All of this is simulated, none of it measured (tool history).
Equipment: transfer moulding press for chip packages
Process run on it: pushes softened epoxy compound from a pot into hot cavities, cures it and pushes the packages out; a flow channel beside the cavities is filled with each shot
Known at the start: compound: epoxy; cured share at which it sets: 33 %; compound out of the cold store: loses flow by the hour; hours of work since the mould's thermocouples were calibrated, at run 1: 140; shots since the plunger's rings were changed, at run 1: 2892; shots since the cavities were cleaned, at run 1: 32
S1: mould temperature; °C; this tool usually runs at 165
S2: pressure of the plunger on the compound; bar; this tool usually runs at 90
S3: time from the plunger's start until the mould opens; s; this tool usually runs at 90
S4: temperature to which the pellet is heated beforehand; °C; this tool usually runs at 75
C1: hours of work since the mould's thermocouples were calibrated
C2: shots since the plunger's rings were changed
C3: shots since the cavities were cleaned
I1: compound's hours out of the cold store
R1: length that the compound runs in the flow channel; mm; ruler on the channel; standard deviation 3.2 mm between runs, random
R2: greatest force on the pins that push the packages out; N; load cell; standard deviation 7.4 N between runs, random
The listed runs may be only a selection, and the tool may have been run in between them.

run,hour,S1,S2,S3,S4,C1,C2,C3,I1,R1,R2
1,0,165,90,90,75,140,2892,32,34.4,817,317
2,9.7,165,90,90,75,146,3006,146,17.9,872,302
# hour 17.8: plunger's sealing rings changed
3,21.8,165,90,90,75,151,46,257,30.8,832,331
4,28.6,165,90,90,75,156,125,336,47.3,781,320
5,40.7,165,90,90,75,163,266,477,26.9,842,325
6,50.7,165,90,90,75,169,382,593,47.8,776,307
# hour 55.4: cavities cleaned with cleaning compound and waxed
7,63.8,165,90,90,75,176,516,98,19.5,867,328
8,75.3,165,90,90,75,183,650,232,46.1,779,313
9,81.3,170,89,90,75,187,720,302,22.3,833,291
10,93.8,170,108.6,87,75,195,865,447,17.9,934,280
11,106,165,90,93,75,202,1007,589,14.5,882,306
# hour 111.6: cavities cleaned with cleaning compound and waxed
12,118.1,165,90,93,75,209,1130,75,11.2,896,292
13,126.5,169,90,93,68,214,1228,173,17.5,865,285
14,138.9,161,95.5,114,68,221,1372,317,16.3,925,301
15,150.8,161,90,90,69,229,1511,456,23.8,867,382
16,162.3,165,93.2,96,70,236,1644,589,10.3,918,302

4 options for the next run, each taken on its own from the tool as it stands now. Forecast them:
# hour 167.3: cavities cleaned with cleaning compound and waxed
A,173.9,170,69.3,86,75,242,1761,76,43.5,?,?
# hour 167.3: cavities cleaned with cleaning compound and waxed
B,173.9,164,90,90,75,242,1761,76,20.5,?,?
# hour 167.3: cavities cleaned with cleaning compound and waxed
C,173.9,165,93.2,96,66,242,1761,76,31.8,?,?
# hour 167.3: cavities cleaned with cleaning compound and waxed
D,173.9,165,97.9,128,79,242,1761,76,36.7,?,?

run,R1,R2
A,681,298
B,874,325
C,839,295
D,840,288
What these runs would have given with no unlogged condition in the tool:
run,R1,R2
A,681,297
B,874,324
C,839,295
D,840,288
